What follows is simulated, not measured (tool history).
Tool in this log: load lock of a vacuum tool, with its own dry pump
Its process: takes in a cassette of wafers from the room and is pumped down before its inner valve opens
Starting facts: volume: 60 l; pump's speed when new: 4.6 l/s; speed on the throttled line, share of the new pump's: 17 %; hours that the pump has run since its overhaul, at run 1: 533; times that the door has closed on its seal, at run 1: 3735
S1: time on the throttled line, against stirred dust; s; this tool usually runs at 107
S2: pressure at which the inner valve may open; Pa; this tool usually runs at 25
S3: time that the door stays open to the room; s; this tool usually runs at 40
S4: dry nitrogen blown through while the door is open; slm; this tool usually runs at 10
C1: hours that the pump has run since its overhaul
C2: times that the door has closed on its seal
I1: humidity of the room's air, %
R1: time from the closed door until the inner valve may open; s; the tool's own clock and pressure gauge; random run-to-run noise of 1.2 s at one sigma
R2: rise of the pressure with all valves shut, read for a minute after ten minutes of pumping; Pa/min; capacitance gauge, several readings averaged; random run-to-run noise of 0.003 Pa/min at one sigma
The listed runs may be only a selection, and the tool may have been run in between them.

run 1 day=0 | S1=107 S2=25 S3=40 S4=10 | C1=533 C2=3735 | I1=47.4 | R1=197.2 R2=0.059
run 2 day=17.542 | S1=107 S2=25 S3=40 S4=10 | C1=955 C2=4952 | I1=45.5 | R1=198.8 R2=0.067
run 3 day=33.975 | S1=107 S2=24 S3=40 S4=10 | C1=1349 C2=6092 | I1=43.3 | R1=197.8 R2=0.068
run 4 day=48.212 | S1=107 S2=24 S3=40 S4=10 | C1=1691 C2=7080 | I1=41.3 | R1=200.8 R2=0.083
run 5 day=65.688 | S1=107 S2=24 S3=40 S4=10 | C1=2110 C2=8292 | I1=45 | R1=201.3 R2=0.095
run 6 day=83.583 | S1=107 S2=36 S3=40 S4=10 | C1=2539 C2=9534 | I1=45 | R1=194.7 R2=0.11
run 7 day=104.471 | S1=107 S2=36 S3=40 S4=10 | C1=3041 C2=10983 | I1=43.4 | R1=197.1 R2=0.124
run 8 day=123.017 | S1=107 S2=36 S3=40 S4=10 | C1=3486 C2=12269 | I1=45.7 | R1=195.7 R2=0.138
run 9 day=146.55 | S1=107 S2=36 S3=40 S4=10 | C1=4051 C2=13902 | I1=48.5 | R1=195.9 R2=0.165
run 10 day=157.954 | S1=107 S2=29 S3=40 S4=10 | C1=4324 C2=14693 | I1=45 | R1=200.9 R2=0.174
run 11 day=175.296 | S1=111 S2=29 S3=40 S4=10 | C1=4741 C2=15896 | I1=47 | R1=203.1 R2=0.199
run 12 day=195.512 | S1=155 S2=29 S3=40 S4=10 | C1=5226 C2=17298 | I1=42.4 | R1=240.4 R2=0.22
run 13 day=216.454 | S1=155 S2=29 S3=40 S4=10 | C1=5728 C2=18751 | I1=44.9 | R1=243.7 R2=0.242
run 14 day=231.762 | S1=155 S2=29 S3=40 S4=10 | C1=6096 C2=19813 | I1=43.8 | R1=242.1 R2=0.263
run 15 day=250.038 | S1=107 S2=25 S3=40 S4=10 | C1=6534 C2=21081 | I1=49.9 | R1=207.8 R2=0.292
run 16 day=266.467 | S1=107 S2=25 S3=40 S4=10 | C1=6929 C2=22221 | I1=49.1 | R1=206.2 R2=0.314
run 17 day=282.604 | S1=107 S2=25 S3=40 S4=10 | C1=7316 C2=23340 | I1=39.2 | R1=210.1 R2=0.332
run 18 day=302.438 | S1=107 S2=25 S3=40 S4=10 | C1=7792 C2=24716 | I1=42 | R1=209.7 R2=0.359
run 19 day=318.7 | S1=107 S2=29 S3=40 S4=10 | C1=8182 C2=25844 | I1=45.2 | R1=208.4 R2=0.395
run 20 day=335.742 | S1=107 S2=48 S3=40 S4=16 | C1=8591 C2=27027 | I1=40.5 | R1=200.7 R2=0.415
-- day=348.8 door's seal changed, seat wiped
run 21 day=348.8 | S1=178 S2=21 S3=59 S4=10 | C1=8903 C2=0 | I1=45.2 | R1=274.6 R2=0.044
run 22 day=368.583 | S1=61 S2=21 S3=93 S4=11 | C1=9378 C2=1373 | I1=46.1 | R1=177.1 R2=0.071
run 23 day=390.092 | S1=77 S2=24 S3=39 S4=34 | C1=9894 C2=2865 | I1=42.9 | R1=190.2 R2=0.043
run 24 day=402.212 | S1=83 S2=25 S3=28 S4=32 | C1=10185 C2=3706 | I1=42 | R1=197.4 R2=0.043
run 25 day=422.638 | S1=83 S2=29 S3=77 S4=37 | C1=10675 C2=5123 | I1=45.6 | R1=193.4 R2=0.056
run 26 day=437.579 | S1=107 S2=34 S3=40 S4=12 | C1=11034 C2=6159 | I1=44.5 | R1=210.2 R2=0.068
run 27 day=458.483 | S1=107 S2=34 S3=40 S4=12 | C1=11536 C2=7610 | I1=44 | R1=210.4 R2=0.093
run 28 day=475.854 | S1=107 S2=34 S3=54 S4=9 | C1=11952 C2=8815 | I1=45.5 | R1=213.5 R2=0.109
run 29 day=497.283 | S1=85 S2=34 S3=54 S4=9 | C1=12467 C2=10301 | I1=45.8 | R1=197.5 R2=0.127
run 30 day=516.617 | S1=85 S2=34 S3=54 S4=9 | C1=12931 C2=11643 | I1=43 | R1=198.8 R2=0.146
run 31 day=538.454 | S1=107 S2=34 S3=54 S4=16 | C1=13455 C2=13157 | I1=44.7 | R1=217 R2=0.164
run 32 day=554.983 | S1=69 S2=24 S3=40 S4=7 | C1=13852 C2=14304 | I1=44 | R1=191.5 R2=0.173
run 33 day=575.975 | S1=120 S2=26 S3=89 S4=11 | C1=14355 C2=15761 | I1=43.9 | R1=232.1 R2=0.217
run 34 day=593.296 | S1=109 S2=26 S3=89 S4=11 | C1=14771 C2=16962 | I1=43.2 | R1=224.5 R2=0.233
run 35 day=609.646 | S1=109 S2=26 S3=89 S4=11 | C1=15163 C2=18096 | I1=46.7 | R1=226.7 R2=0.255
run 36 day=621.096 | S1=188 S2=26 S3=89 S4=11 | C1=15438 C2=18891 | I1=41 | R1=287.9 R2=0.27
run 37 day=639.133 | S1=188 S2=26 S3=89 S4=11 | C1=15871 C2=20142 | I1=40.6 | R1=288.4 R2=0.294

Forecast each of these 3 alternatives for the next run:
run A day=651.754 | S1=75 S2=33 S3=40 S4=35 | C1=16174 C2=21018 | I1=43.7 | R1=? R2=?
run B day=651.754 | S1=65 S2=24 S3=180 S4=10 | C1=16174 C2=21018 | I1=44.9 | R1=? R2=?
run C day=651.754 | S1=188 S2=26 S3=164 S4=11 | C1=16174 C2=21018 | I1=41.5 | R1=? R2=?

run=A R1=199.3 R2=0.283
run=B R1=198 R2=0.338
run=C R1=288.2 R2=0.337
Without the tool's hidden state the same runs would have given:
run=A R1=167.8 R2=0.025
run=B R1=164.1 R2=0.082
run=C R1=262.5 R2=0.076
